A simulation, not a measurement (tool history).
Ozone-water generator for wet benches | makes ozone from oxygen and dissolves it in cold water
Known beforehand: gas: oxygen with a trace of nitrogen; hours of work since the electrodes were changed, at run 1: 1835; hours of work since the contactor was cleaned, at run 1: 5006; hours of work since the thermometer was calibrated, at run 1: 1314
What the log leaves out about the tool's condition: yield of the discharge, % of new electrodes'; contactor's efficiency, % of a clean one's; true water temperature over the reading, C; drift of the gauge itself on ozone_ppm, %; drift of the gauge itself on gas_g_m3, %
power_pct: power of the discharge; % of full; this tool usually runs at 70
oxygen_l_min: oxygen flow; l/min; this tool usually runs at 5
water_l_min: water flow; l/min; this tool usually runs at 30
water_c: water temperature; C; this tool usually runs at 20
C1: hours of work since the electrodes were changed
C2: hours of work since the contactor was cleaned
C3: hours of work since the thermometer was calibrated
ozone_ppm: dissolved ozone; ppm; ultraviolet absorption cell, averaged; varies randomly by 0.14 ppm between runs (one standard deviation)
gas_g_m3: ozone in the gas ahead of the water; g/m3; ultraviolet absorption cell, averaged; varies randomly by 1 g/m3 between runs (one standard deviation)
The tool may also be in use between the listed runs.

{"run": 1, "hour": 0.0, "power_pct": 70, "oxygen_l_min": 5, "water_l_min": 30, "water_c": 20, "C1": 1835, "C2": 5006, "C3": 1314, "ozone_ppm": 16.5, "gas_g_m3": 177.7}
{"run": 2, "hour": 33.1, "power_pct": 70, "oxygen_l_min": 5, "water_l_min": 30, "water_c": 20, "C1": 1860, "C2": 5032, "C3": 1339, "ozone_ppm": 16.4, "gas_g_m3": 178}
{"run": 3, "hour": 83.4, "power_pct": 70, "oxygen_l_min": 5, "water_l_min": 30, "water_c": 20, "C1": 1899, "C2": 5071, "C3": 1378, "ozone_ppm": 16.4, "gas_g_m3": 179.6}
{"run": 4, "hour": 147.7, "power_pct": 70, "oxygen_l_min": 5, "water_l_min": 30, "water_c": 20, "C1": 1949, "C2": 5120, "C3": 1428, "ozone_ppm": 16.3, "gas_g_m3": 178.6}
{"run": 5, "hour": 200.5, "power_pct": 70, "oxygen_l_min": 5, "water_l_min": 30, "water_c": 20, "C1": 1989, "C2": 5161, "C3": 1468, "ozone_ppm": 16.6, "gas_g_m3": 179.5}
{"run": 6, "hour": 270.9, "power_pct": 70, "oxygen_l_min": 5, "water_l_min": 30, "water_c": 20, "C1": 2044, "C2": 5216, "C3": 1523, "ozone_ppm": 16.2, "gas_g_m3": 180.9}
{"run": 7, "hour": 342.8, "power_pct": 70, "oxygen_l_min": 5, "water_l_min": 30, "water_c": 20, "C1": 2099, "C2": 5271, "C3": 1578, "ozone_ppm": 16.4, "gas_g_m3": 180.2}
{"run": 8, "hour": 395.7, "power_pct": 70, "oxygen_l_min": 5, "water_l_min": 20, "water_c": 20, "C1": 2140, "C2": 5312, "C3": 1619, "ozone_ppm": 22.4, "gas_g_m3": 179.7}
{"run": 9, "hour": 440.3, "power_pct": 70, "oxygen_l_min": 5, "water_l_min": 30, "water_c": 20, "C1": 2175, "C2": 5346, "C3": 1654, "ozone_ppm": 16.7, "gas_g_m3": 179.8}
{"run": 10, "hour": 490.0, "power_pct": 70, "oxygen_l_min": 5, "water_l_min": 30, "water_c": 20, "C1": 2213, "C2": 5385, "C3": 1692, "ozone_ppm": 16.5, "gas_g_m3": 182}
{"run": 11, "hour": 544.6, "power_pct": 70, "oxygen_l_min": 5, "water_l_min": 30, "water_c": 20, "C1": 2255, "C2": 5427, "C3": 1734, "ozone_ppm": 16.4, "gas_g_m3": 180.8}
{"run": 12, "hour": 604.4, "power_pct": 70, "oxygen_l_min": 5, "water_l_min": 30, "water_c": 20, "C1": 2302, "C2": 5473, "C3": 1781, "ozone_ppm": 16.1, "gas_g_m3": 181.6}
{"run": 13, "hour": 661.8, "power_pct": 70, "oxygen_l_min": 5, "water_l_min": 30, "water_c": 20, "C1": 2346, "C2": 5518, "C3": 1825, "ozone_ppm": 16.6, "gas_g_m3": 183}
{"run": 14, "hour": 703.3, "power_pct": 48, "oxygen_l_min": 5, "water_l_min": 30, "water_c": 20, "C1": 2378, "C2": 5550, "C3": 1857, "ozone_ppm": 12.5, "gas_g_m3": 137.9}
{"run": 15, "hour": 771.6, "power_pct": 48, "oxygen_l_min": 5, "water_l_min": 30, "water_c": 20, "C1": 2431, "C2": 5602, "C3": 1910, "ozone_ppm": 12.3, "gas_g_m3": 137}
{"run": 16, "hour": 824.2, "power_pct": 70, "oxygen_l_min": 5, "water_l_min": 30, "water_c": 20, "C1": 2471, "C2": 5643, "C3": 1950, "ozone_ppm": 16.5, "gas_g_m3": 182.2}
{"run": 17, "hour": 885.7, "power_pct": 75, "oxygen_l_min": 5, "water_l_min": 45, "water_c": 16, "C1": 2519, "C2": 5691, "C3": 1998, "ozone_ppm": 12.2, "gas_g_m3": 193.3}
{"run": 18, "hour": 917.3, "power_pct": 75, "oxygen_l_min": 5, "water_l_min": 45, "water_c": 16, "C1": 2543, "C2": 5715, "C3": 2022, "ozone_ppm": 12.6, "gas_g_m3": 192.3}
{"run": 19, "hour": 986.5, "power_pct": 75, "oxygen_l_min": 6.35, "water_l_min": 22, "water_c": 16, "C1": 2597, "C2": 5768, "C3": 2076, "ozone_ppm": 23.8, "gas_g_m3": 172.8}
{"run": 20, "hour": 1059.1, "power_pct": 75, "oxygen_l_min": 6.35, "water_l_min": 47, "water_c": 17, "C1": 2653, "C2": 5825, "C3": 2132, "ozone_ppm": 12.4, "gas_g_m3": 173.9}
{"run": 21, "hour": 1105.3, "power_pct": 75, "oxygen_l_min": 6.35, "water_l_min": 47, "water_c": 17, "C1": 2689, "C2": 5860, "C3": 2168, "ozone_ppm": 12.9, "gas_g_m3": 172.6}
{"run": 22, "hour": 1174.2, "power_pct": 70, "oxygen_l_min": 4.45, "water_l_min": 30, "water_c": 20, "C1": 2742, "C2": 5913, "C3": 2221, "ozone_ppm": 16.1, "gas_g_m3": 192.3}
{"run": 23, "hour": 1252.8, "power_pct": 70, "oxygen_l_min": 4.45, "water_l_min": 30, "water_c": 20, "C1": 2802, "C2": 5974, "C3": 2281, "ozone_ppm": 15.9, "gas_g_m3": 191}
{"run": 24, "hour": 1299.2, "power_pct": 76, "oxygen_l_min": 4.45, "water_l_min": 30, "water_c": 20, "C1": 2838, "C2": 6010, "C3": 2317, "ozone_ppm": 17.2, "gas_g_m3": 203.9}
{"run": 25, "hour": 1344.3, "power_pct": 70, "oxygen_l_min": 5, "water_l_min": 30, "water_c": 16, "C1": 2873, "C2": 6045, "C3": 2352, "ozone_ppm": 17.3, "gas_g_m3": 182}
{"run": 26, "hour": 1404.5, "power_pct": 70, "oxygen_l_min": 5, "water_l_min": 30, "water_c": 16, "C1": 2920, "C2": 6091, "C3": 2399, "ozone_ppm": 17.1, "gas_g_m3": 183.9}
{"hour": 1439.8, "done": "gauge calibrated"}
{"run": 27, "hour": 1440.1, "power_pct": 66, "oxygen_l_min": 5, "water_l_min": 30, "water_c": 20, "C1": 2947, "C2": 6119, "C3": 2426, "ozone_ppm": 16, "gas_g_m3": 171.3}
{"run": 28, "hour": 1485.4, "power_pct": 55, "oxygen_l_min": 4.39, "water_l_min": 39, "water_c": 25, "C1": 2982, "C2": 6154, "C3": 2461, "ozone_ppm": 10.2, "gas_g_m3": 159.3}
{"run": 29, "hour": 1560.2, "power_pct": 70, "oxygen_l_min": 5, "water_l_min": 30, "water_c": 20, "C1": 3040, "C2": 6212, "C3": 2519, "ozone_ppm": 16.2, "gas_g_m3": 179.2}
{"hour": 1631.8, "done": "contactor cleaned"}
{"run": 30, "hour": 1634.5, "power_pct": 70, "oxygen_l_min": 5, "water_l_min": 30, "water_c": 20, "C1": 3094, "C2": 2, "C3": 2573, "ozone_ppm": 16.3, "gas_g_m3": 180}
{"run": 31, "hour": 1678.5, "power_pct": 52, "oxygen_l_min": 5, "water_l_min": 42, "water_c": 20, "C1": 3128, "C2": 36, "C3": 2607, "ozone_ppm": 9.9, "gas_g_m3": 146.2}
{"run": 32, "hour": 1713.9, "power_pct": 70, "oxygen_l_min": 4.12, "water_l_min": 30, "water_c": 13, "C1": 3156, "C2": 63, "C3": 2635, "ozone_ppm": 17.1, "gas_g_m3": 196}

Alternative continuations, all from the tool just after run 32; predict every row:
{"run": "A", "hour": 1776.4, "power_pct": 74, "oxygen_l_min": 5, "water_l_min": 18, "water_c": 18, "C1": 3204, "C2": 112, "C3": 2683, "ozone_ppm": "?", "gas_g_m3": "?"}
{"run": "B", "hour": 1776.4, "power_pct": 70, "oxygen_l_min": 4.12, "water_l_min": 32, "water_c": 13, "C1": 3204, "C2": 112, "C3": 2683, "ozone_ppm": "?", "gas_g_m3": "?"}
{"run": "C", "hour": 1776.4, "power_pct": 70, "oxygen_l_min": 3.04, "water_l_min": 22, "water_c": 20, "C1": 3204, "C2": 112, "C3": 2683, "ozone_ppm": "?", "gas_g_m3": "?"}

run=A ozone_ppm=25.8 gas_g_m3=187.1
run=B ozone_ppm=15.7 gas_g_m3=196.8
run=C ozone_ppm=19.2 gas_g_m3=224
Without the tool's unlogged condition, the same runs would have read:
run=A ozone_ppm=25.9 gas_g_m3=185.9
run=B ozone_ppm=15.7 gas_g_m3=195.6
run=C ozone_ppm=19.2 gas_g_m3=222.6

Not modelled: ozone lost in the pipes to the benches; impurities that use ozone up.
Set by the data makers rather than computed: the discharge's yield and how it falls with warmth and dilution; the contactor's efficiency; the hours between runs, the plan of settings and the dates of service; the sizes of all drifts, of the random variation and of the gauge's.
